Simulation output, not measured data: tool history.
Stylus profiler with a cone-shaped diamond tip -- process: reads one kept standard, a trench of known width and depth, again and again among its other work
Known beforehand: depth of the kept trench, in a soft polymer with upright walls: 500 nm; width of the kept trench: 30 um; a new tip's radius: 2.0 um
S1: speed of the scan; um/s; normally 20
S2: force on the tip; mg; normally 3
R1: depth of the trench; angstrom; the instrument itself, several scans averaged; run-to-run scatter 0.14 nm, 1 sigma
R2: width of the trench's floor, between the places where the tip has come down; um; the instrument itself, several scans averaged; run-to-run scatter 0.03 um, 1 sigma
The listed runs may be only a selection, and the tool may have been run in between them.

run	hour	S1	S2	R1	R2
1	0	20	3	5039	27.3
2	18.2	20	3	5038	27.3
3	40.9	20	1.97	5028.6	27.28
4	58.6	20	1.97	5029.1	27.28
5	89.3	20	1.97	5029.3	27.28
6	109.4	20	5.09	5054.4	27.35
7	124.6	20	5.09	5053	27.33
8	139.6	66	5.09	5054.5	27.27
9	169.9	6	3	5040.8	27.29
10	197.7	20	3	5038.6	27.3
11	212.8	20	3	5039.8	27.29
12	233.4	20	3	5035.9	27.31
13	267.4	20	1.3	5022.8	27.29
14	292.9	20	1.3	5022.6	27.3
15	315	20	1.3	5020.3	27.33
16	344.1	20	1.3	5022.9	27.32
17	361.2	20	1.3	5020.9	27.28
18	392.1	20	1.3	5021.4	27.23
19	425.5	20	1.3	5020.7	27.29
20	460.7	22	5.27	5056.5	27.28
21	481.5	7	1.08	5021.5	27.36
22	497.9	74	1.08	5020	27.14
23	512.5	74	1.08	5015.4	27.19
24	545.2	6	1.34	5021.1	27.29
25	559.8	6	1.34	5023	27.37
26	582.1	6	1.34	5020.9	27.28
27	614.1	35	1.45	5024.2	27.24
28	644.2	79	3.04	5036.3	27.24
29	665	79	3.04	5037.7	27.2
30	696.9	16	8.03	5073.6	27.33
31	727.9	37	3.26	5041.5	27.27
32	748.4	13	6.39	5061.5	27.29
33	772	13	6.39	5062.5	27.37
34	787.9	10	4.02	5048.3	27.33
35	821.7	9	1.25	5019.7	27.3

Below are 4 alternative next runs, each starting from the tool's condition after run 35. Predict each:
A	841.8	8	7.49	?	?
B	841.8	54	1.79	?	?
C	841.8	5	1.25	?	?
D	841.8	7	1.75	?	?

run	R1	R2
A	5070.5	27.35
B	5026.4	27.25
C	5020.5	27.3
D	5025.1	27.28
With no hidden state in the tool, these same runs would have given:
run	R1	R2
A	5070.6	27.35
B	5026.6	27.26
C	5020.6	27.31
D	5025.3	27.28
